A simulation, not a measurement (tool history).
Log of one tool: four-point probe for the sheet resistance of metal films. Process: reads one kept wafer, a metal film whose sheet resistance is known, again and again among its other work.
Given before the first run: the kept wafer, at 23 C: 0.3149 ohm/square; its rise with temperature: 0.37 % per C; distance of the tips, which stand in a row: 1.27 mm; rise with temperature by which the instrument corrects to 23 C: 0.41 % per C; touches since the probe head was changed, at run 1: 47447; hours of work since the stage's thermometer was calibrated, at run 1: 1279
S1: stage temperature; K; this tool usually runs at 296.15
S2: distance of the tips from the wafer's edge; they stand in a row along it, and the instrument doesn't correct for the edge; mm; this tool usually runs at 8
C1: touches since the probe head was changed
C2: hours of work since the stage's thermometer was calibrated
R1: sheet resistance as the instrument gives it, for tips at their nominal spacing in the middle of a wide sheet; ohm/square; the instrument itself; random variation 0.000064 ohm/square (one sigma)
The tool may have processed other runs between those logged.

| run | hour | S1 | S2 | C1 | C2 | R1 |
|---|---|---|---|---|---|---|
| 1 | 0 | 296.15 | 8 | 47447 | 1279 | 0.319312 |
| 2 | 32.7 | 296.15 | 8 | 48340 | 1300 | 0.31938 |
| 3 | 61.9 | 296.15 | 8 | 49137 | 1318 | 0.31927 |
| 4 | 118.6 | 296.15 | 8 | 50685 | 1354 | 0.319346 |
| 5 | 147.4 | 296.15 | 3 | 51473 | 1372 | 0.342716 |
| 6 | 186.5 | 296.15 | 3 | 52540 | 1396 | 0.342742 |
| 7 | 212 | 296.15 | 3 | 53237 | 1412 | 0.342739 |
| 8 | 254.8 | 296.15 | 3 | 54406 | 1439 | 0.342673 |
| 9 | 307.3 | 296.15 | 13 | 55840 | 1472 | 0.317 |
| 10 | 337.3 | 296.15 | 13 | 56660 | 1491 | 0.316837 |
| 11 | 373.2 | 296.15 | 13 | 57641 | 1513 | 0.316878 |
| 12 | 423.4 | 296.15 | 63 | 59012 | 1545 | 0.31544 |
| 13 | 464.3 | 296.15 | 63 | 60127 | 1570 | 0.31547 |
| 14 | 520 | 296.15 | 5 | 61650 | 1605 | 0.325959 |
| 15 | 547.6 | 291.15 | 8 | 62403 | 1623 | 0.320072 |
| 16 | 604.5 | 296.15 | 12 | 63956 | 1658 | 0.317413 |
| 17 | 628.1 | 297.15 | 18 | 64602 | 1673 | 0.316188 |
| 18 | 677.4 | 305.15 | 10 | 65949 | 1704 | 0.317182 |
| 19 | 724 | 305.15 | 10 | 67222 | 1733 | 0.317282 |
| 20 | 756.7 | 305.15 | 10 | 68115 | 1754 | 0.317143 |
| 21 | 790.8 | 298.15 | 7 | 69046 | 1775 | 0.320828 |
| 22 | 830.4 | 304.15 | 11 | 70128 | 1800 | 0.316935 |
| 23 | 888 | 299.15 | 8 | 71701 | 1836 | 0.319419 |
| 24 | 916.8 | 293.15 | 9 | 72488 | 1854 | 0.319271 |
| 25 | 955.6 | 292.15 | 29 | 73547 | 1879 | 0.316453 |
| 26 | 994.4 | 292.15 | 29 | 74606 | 1903 | 0.316424 |
| 27 | 1037 | 292.15 | 29 | 75770 | 1930 | 0.316349 |
| 28 | 1081.5 | 292.15 | 14 | 76984 | 1957 | 0.317599 |
| 29 | 1125.4 | 295.15 | 15 | 78185 | 1985 | 0.317007 |

Hidden state or all else? Some run-to-run changes of R1, split into what the settings, what came in and random variation would give without the hidden state, and what is left for the hidden state (with any gauge scatter that isn't in both results):
Hidden state at play: inner tips' distance over the nominal, %; tips' flats over new ones', %; wafer's true temperature over the reading, C; drift of the gauge itself on sheet_ohm, %.
Run 4 -> 5: S2 8 -> 3. R1 +0.02337 ohm/square: hidden state +0.000036, all else +0.023334.
Run 8 -> 9: S2 3 -> 13. R1 -0.025673 ohm/square: hidden state +0.000002, all else -0.025675.
Run 13 -> 14: S2 63 -> 5. R1 +0.010489 ohm/square: hidden state +0.000047, all else +0.010442.
Run 22 -> 23: S1 304.15 -> 299.15, S2 11 -> 8. R1 +0.002484 ohm/square: hidden state +0.000051, all else +0.002433.
